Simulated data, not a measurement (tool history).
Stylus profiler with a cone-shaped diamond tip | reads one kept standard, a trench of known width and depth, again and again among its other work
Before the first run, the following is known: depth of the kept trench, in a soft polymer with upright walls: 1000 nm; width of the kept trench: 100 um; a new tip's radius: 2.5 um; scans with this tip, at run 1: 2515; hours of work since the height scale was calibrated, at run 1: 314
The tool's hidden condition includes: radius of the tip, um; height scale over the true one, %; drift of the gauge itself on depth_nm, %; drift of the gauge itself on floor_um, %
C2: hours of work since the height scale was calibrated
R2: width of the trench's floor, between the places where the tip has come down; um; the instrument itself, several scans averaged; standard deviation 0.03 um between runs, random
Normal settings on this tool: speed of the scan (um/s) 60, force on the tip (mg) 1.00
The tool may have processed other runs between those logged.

Run 1, hour 0.0: usual settings; scans with this tip 2515; C2 314. Result: depth of the trench (nm) 1008.81, R2 94.88 um.
Run 2, hour 70.5: usual settings; scans with this tip 2770; C2 346. Result: depth of the trench (nm) 1008.97, R2 94.92 um.
Run 3, hour 117.1: usual settings; scans with this tip 2939; C2 367. Result: depth of the trench (nm) 1008.55, R2 94.78 um.
Run 4, hour 158.5: usual settings; scans with this tip 3089; C2 386. Result: depth of the trench (nm) 1008.38, R2 94.77 um.
Run 5, hour 206.7: usual settings; scans with this tip 3263; C2 408. Result: depth of the trench (nm) 1008.82, R2 94.76 um.
Run 6, hour 247.8: usual settings; scans with this tip 3412; C2 427. Result: depth of the trench (nm) 1008.60, R2 94.66 um.
Run 7, hour 301.5: usual settings; scans with this tip 3606; C2 451. Result: depth of the trench (nm) 1008.11, R2 94.71 um.
Run 8, hour 359.9: usual settings; scans with this tip 3818; C2 477. Result: depth of the trench (nm) 1008.82, R2 94.73 um.
Run 9, hour 389.8: usual settings but force on the tip (mg) 0.73; scans with this tip 3926; C2 491. Result: depth of the trench (nm) 1006.46, R2 94.55 um.
Run 10, hour 457.3: usual settings but force on the tip (mg) 0.73; scans with this tip 4170; C2 521. Result: depth of the trench (nm) 1006.43, R2 94.51 um.
Run 11, hour 510.0: usual settings but force on the tip (mg) 0.73; scans with this tip 4361; C2 545. Result: depth of the trench (nm) 1006.25, R2 94.48 um.
Run 12, hour 574.7: usual settings but force on the tip (mg) 0.73; scans with this tip 4595; C2 575. Result: depth of the trench (nm) 1006.26, R2 94.46 um.
Run 13, hour 613.6: usual settings but force on the tip (mg) 2.95; scans with this tip 4736; C2 592. Result: depth of the trench (nm) 1018.19, R2 94.69 um.
Run 14, hour 652.8: usual settings but force on the tip (mg) 2.95; scans with this tip 4878; C2 610. Result: depth of the trench (nm) 1018.43, R2 94.73 um.
Run 15, hour 689.2: usual settings but speed of the scan (um/s) 18, force on the tip (mg) 2.95; scans with this tip 5009; C2 626. Result: depth of the trench (nm) 1017.98, R2 94.90 um.
Run 16, hour 730.2: usual settings but speed of the scan (um/s) 56, force on the tip (mg) 0.72; scans with this tip 5158; C2 645. Result: depth of the trench (nm) 1006.30, R2 94.46 um.
Run 17, hour 787.6: usual settings but speed of the scan (um/s) 33, force on the tip (mg) 1.58; scans with this tip 5365; C2 671. Result: depth of the trench (nm) 1011.46, R2 94.73 um.
Run 18, hour 847.9: usual settings but speed of the scan (um/s) 33, force on the tip (mg) 1.58; scans with this tip 5584; C2 698. Result: depth of the trench (nm) 1011.41, R2 94.61 um.
Run 19, hour 892.0: usual settings but speed of the scan (um/s) 78, force on the tip (mg) 2.46; scans with this tip 5743; C2 718. Result: depth of the trench (nm) 1015.71, R2 94.38 um.
Run 20, hour 943.5: usual settings but speed of the scan (um/s) 78, force on the tip (mg) 2.46; scans with this tip 5930; C2 741. Result: depth of the trench (nm) 1015.85, R2 94.42 um.
Run 21, hour 1014.4: usual settings but speed of the scan (um/s) 58, force on the tip (mg) 0.80; scans with this tip 6186; C2 773. Result: depth of the trench (nm) 1006.31, R2 94.28 um.

Each row is a separate what-if for the run after 21, all from the same tool condition, not one after another. Results?
Run A, hour 1059.5: usual settings but speed of the scan (um/s) 53; scans with this tip 6349; C2 794. Result: depth of the trench (nm) ?, R2 ?.
Run B, hour 1059.5: usual settings but speed of the scan (um/s) 50; scans with this tip 6349; C2 794. Result: depth of the trench (nm) ?, R2 ?.
Run C, hour 1059.5: usual settings but speed of the scan (um/s) 52, force on the tip (mg) 0.63; scans with this tip 6349; C2 794. Result: depth of the trench (nm) ?, R2 ?.

run  depth of the trench (nm)     R2
  A                   1007.77  94.26
  B                   1007.53  94.34
  C                   1005.05  94.22
Take away the tool's hidden state, keep each run's random variation, and the runs would have read:
run  depth of the trench (nm)     R2
  A                   1009.56  95.53
  B                   1009.33  95.61
  C                   1006.85  95.49
